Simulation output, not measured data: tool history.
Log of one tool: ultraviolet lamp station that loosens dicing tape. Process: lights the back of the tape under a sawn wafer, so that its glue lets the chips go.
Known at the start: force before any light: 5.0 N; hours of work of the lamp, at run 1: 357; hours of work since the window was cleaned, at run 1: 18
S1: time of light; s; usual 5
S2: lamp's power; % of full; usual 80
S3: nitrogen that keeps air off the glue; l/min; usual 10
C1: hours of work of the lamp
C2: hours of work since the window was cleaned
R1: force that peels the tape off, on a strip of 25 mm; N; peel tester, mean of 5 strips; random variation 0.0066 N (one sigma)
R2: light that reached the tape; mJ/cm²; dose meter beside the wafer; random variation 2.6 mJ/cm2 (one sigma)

run	hour	S1	S2	S3	C1	C2	R1	R2
1	0.0	5	80	10	357	18	0.268	282
2	16.4	5	80	10	363	25	0.283	282
3	42.5	5	80	9	374	35	0.306	279
4	71.8	5	80	10	386	47	0.300	282
5	87.7	10	80	10	392	54	0.095	562
6	101.9	5	86	10	398	59	0.239	301
7	130.9	5	80	10	409	71	0.292	279
8	150.5	5	80	10	417	79	0.284	274
9	178.5	5	72	10	429	90	0.386	248
10	203.7	5	80	4	439	100	0.639	270
11	231.6	2	80	4	450	112	2.149	109
12	244.4	2	80	4	455	117	2.145	109
13	268.1	2	86	4	465	126	1.947	119
14	286.3	5	78	10	472	134	0.321	257
15	298.6	5	78	10	477	139	0.333	260
16	320.3	5	78	10	486	148	0.333	260
17	334.3	5	78	18	491	153	0.228	257
18	362.4	5	78	4	503	164	0.719	255
19	383.0	5	80	10	511	173	0.315	267
20	408.9	5	80	10	521	183	0.312	263
21	424.7	5	80	5	528	190	0.586	264
22	437.8	5	80	5	533	195	0.589	264
23	452.1	4	64	18	539	201	0.584	168
24	469.9	4	64	18	546	208	0.589	165
25	484.4	4	64	18	552	214	0.589	166
26	511.5	4	64	18	563	225	0.607	165

The next listed run, before its measurement:
27	531.1	4	64	18	571	233	?	?

R1: 0.581 N
R2: 164 mJ/cm²
Without the tool's hidden state the same run would have given R1 0.371 N, R2 204 mJ/cm².
